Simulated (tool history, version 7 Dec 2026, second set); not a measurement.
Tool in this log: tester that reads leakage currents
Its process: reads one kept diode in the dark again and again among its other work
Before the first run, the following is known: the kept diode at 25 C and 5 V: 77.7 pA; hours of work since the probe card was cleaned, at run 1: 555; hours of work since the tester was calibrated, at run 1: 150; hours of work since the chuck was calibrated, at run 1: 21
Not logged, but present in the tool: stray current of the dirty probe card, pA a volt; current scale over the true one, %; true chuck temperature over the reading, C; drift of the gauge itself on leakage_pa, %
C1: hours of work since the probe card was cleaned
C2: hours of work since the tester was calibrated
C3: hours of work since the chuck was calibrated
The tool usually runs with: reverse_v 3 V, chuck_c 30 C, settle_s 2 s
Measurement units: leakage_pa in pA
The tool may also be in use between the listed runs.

{"run": 1, "hour": 0.0, "reverse_v": 3, "chuck_c": 30, "settle_s": 2, "C1": 555, "C2": 150, "C3": 21, "leakage_pa": 89.26}
{"run": 2, "hour": 36.4, "reverse_v": 3, "chuck_c": 30, "settle_s": 2, "C1": 575, "C2": 170, "C3": 41, "leakage_pa": 89.51}
{"run": 3, "hour": 91.0, "reverse_v": 3, "chuck_c": 30, "settle_s": 2, "C1": 605, "C2": 200, "C3": 71, "leakage_pa": 89.53}
{"run": 4, "hour": 131.1, "reverse_v": 3, "chuck_c": 30, "settle_s": 2, "C1": 627, "C2": 222, "C3": 93, "leakage_pa": 89.81}
{"run": 5, "hour": 158.8, "reverse_v": 10.81, "chuck_c": 30, "settle_s": 2, "C1": 642, "C2": 237, "C3": 108, "leakage_pa": 176.57}
{"run": 6, "hour": 209.1, "reverse_v": 3, "chuck_c": 30, "settle_s": 2, "C1": 669, "C2": 264, "C3": 135, "leakage_pa": 90.47}
{"run": 7, "hour": 234.6, "reverse_v": 3, "chuck_c": 30, "settle_s": 2, "C1": 683, "C2": 278, "C3": 149, "leakage_pa": 90.22}
{"run": 8, "hour": 271.6, "reverse_v": 3, "chuck_c": 30, "settle_s": 2, "C1": 703, "C2": 298, "C3": 170, "leakage_pa": 90.06}
{"run": 9, "hour": 330.4, "reverse_v": 3, "chuck_c": 34, "settle_s": 2, "C1": 735, "C2": 331, "C3": 202, "leakage_pa": 118.88}
{"run": 10, "hour": 383.9, "reverse_v": 3, "chuck_c": 34, "settle_s": 2, "C1": 765, "C2": 360, "C3": 231, "leakage_pa": 119.55}
{"run": 11, "hour": 411.2, "reverse_v": 3, "chuck_c": 34, "settle_s": 2, "C1": 780, "C2": 375, "C3": 246, "leakage_pa": 119.14}
{"run": 12, "hour": 455.3, "reverse_v": 2.1, "chuck_c": 52, "settle_s": 2, "C1": 804, "C2": 399, "C3": 270, "leakage_pa": 315.17}
{"run": 13, "hour": 480.9, "reverse_v": 3, "chuck_c": 34, "settle_s": 2, "C1": 818, "C2": 413, "C3": 284, "leakage_pa": 120.67}
{"run": 14, "hour": 512.4, "reverse_v": 4.25, "chuck_c": 22, "settle_s": 2, "C1": 835, "C2": 430, "C3": 301, "leakage_pa": 64.23}
{"run": 15, "hour": 564.0, "reverse_v": 7.17, "chuck_c": 30, "settle_s": 0.84, "C1": 863, "C2": 458, "C3": 329, "leakage_pa": 148.1}
{"run": 16, "hour": 616.8, "reverse_v": 7.17, "chuck_c": 30, "settle_s": 0.84, "C1": 892, "C2": 487, "C3": 358, "leakage_pa": 148.57}
{"run": 17, "hour": 669.5, "reverse_v": 3, "chuck_c": 41, "settle_s": 2, "C1": 921, "C2": 516, "C3": 387, "leakage_pa": 192}
{"run": 18, "hour": 717.5, "reverse_v": 3, "chuck_c": 42, "settle_s": 2.4, "C1": 947, "C2": 542, "C3": 413, "leakage_pa": 203.99}
{"run": 19, "hour": 751.4, "reverse_v": 3.35, "chuck_c": 30, "settle_s": 1.64, "C1": 965, "C2": 561, "C3": 432, "leakage_pa": 99.54}
{"run": 20, "hour": 797.7, "reverse_v": 9.54, "chuck_c": 59, "settle_s": 0.58, "C1": 991, "C2": 586, "C3": 457, "leakage_pa": 1050.19}
{"run": 21, "hour": 842.6, "reverse_v": 11.36, "chuck_c": 22, "settle_s": 0.58, "C1": 1015, "C2": 610, "C3": 481, "leakage_pa": 120.38}
{"run": 22, "hour": 876.8, "reverse_v": 11.36, "chuck_c": 40, "settle_s": 0.38, "C1": 1034, "C2": 629, "C3": 500, "leakage_pa": 370.79}

Measured minus without-hidden-state, run by run (identical run-to-run variation in each term; gauge scatter may differ):
run=1 leakage_pa=+2.26
run=2 leakage_pa=+2.47
run=3 leakage_pa=+2.79
run=4 leakage_pa=+3.03
run=5 leakage_pa=+10.19
run=6 leakage_pa=+3.5
run=7 leakage_pa=+3.63
run=8 leakage_pa=+3.86
run=9 leakage_pa=+4.65
run=10 leakage_pa=+5.03
run=11 leakage_pa=+5.23
run=12 leakage_pa=+8.16
run=13 leakage_pa=+5.75
run=14 leakage_pa=+5.95
run=15 leakage_pa=+11.39
run=16 leakage_pa=+11.95
run=17 leakage_pa=+8.99
run=18 leakage_pa=+9.79
run=19 leakage_pa=+7.37
run=20 leakage_pa=+43.42
run=21 leakage_pa=+18.24
run=22 leakage_pa=+27.52
